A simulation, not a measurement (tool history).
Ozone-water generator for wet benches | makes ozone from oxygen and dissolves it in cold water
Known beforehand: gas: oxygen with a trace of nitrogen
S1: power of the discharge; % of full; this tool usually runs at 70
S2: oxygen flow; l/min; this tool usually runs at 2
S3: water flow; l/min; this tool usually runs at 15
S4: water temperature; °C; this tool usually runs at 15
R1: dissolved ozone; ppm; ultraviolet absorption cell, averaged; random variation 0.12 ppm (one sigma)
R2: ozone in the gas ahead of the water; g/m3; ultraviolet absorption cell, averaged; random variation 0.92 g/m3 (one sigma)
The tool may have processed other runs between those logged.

run	day	S1	S2	S3	S4	R1	R2
1	0	70	2	15	15	11.3	155.8
2	0.892	70	2	15	15	11.2	155.2
3	2.062	70	2	15	15	11.1	154.2
4	3.167	70	2	15	15	11.1	155.8
5	4.617	70	2	15	15	11.1	155.9
6	5.938	70	2	15	15	11	156.8
7	7.525	70	2	15	15	11.2	156.4
8	8.783	70	2	15	15	11	155.8
9	10.546	85	2	15	15	12.7	178.8
10	11.508	67	2	15	15	10.9	152
11	13.196	67	2	15	15	10.8	152
12	14.112	67	2	15	15	10.8	153.1
13	16.058	67	2	15	15	10.8	153.1
14	17.792	70	2	15	15	10.9	156.5
15	19.079	52	2	15	11	9.5	129
16	21.271	70	2	23	12	7.6	158
17	23.304	70	1.33	22	15	6.5	190.9
18	24.971	70	1.33	22	15	6.7	189.9
19	27.05	70	1.33	22	15	6.6	191.8
# day 27.562: gauge calibrated
20	28.262	96	3	15	15	15.1	160.8
21	29.608	72	2	23	15	7.6	157.8
22	31.433	80	2.51	23	20	8.5	153.2
# day 32.092: contactor cleaned
23	32.512	70	1.26	15	8	9.8	190.7
24	34.479	42	2.9	14	10	9.8	95
25	36.646	42	2.9	14	10	9.9	93.6
26	38.212	42	2.9	14	10	9.6	94.3
27	39.7	42	2.9	14	10	9.9	94.9
28	41.508	75	3.02	24	20	8.3	137.2

What would each run have given without the hidden state, its run-to-run variation left as it was?
The hidden state here: yield of the discharge, % of new electrodes'; contactor's efficiency, % of a clean one's; true water temperature over the reading, C; drift of the gauge itself on ozone_ppm, %; drift of the gauge itself on gas_g_m3, %.
run	R2
1	155.8
2	155.1
3	153.9
4	155.3
5	155.1
6	155.8
7	155.1
8	154.3
9	176.8
10	150.2
11	149.9
12	150.8
13	150.5
14	153.5
15	126.4
16	154.5
17	186.3
18	184.9
19	186.4
20	160.7
21	157.5
22	152.6
23	189.7
24	94.3
25	92.7
26	93.2
27	93.7
28	135.3
For R1, the value without the hidden state is never more than 0.1 ppm from the measured value.
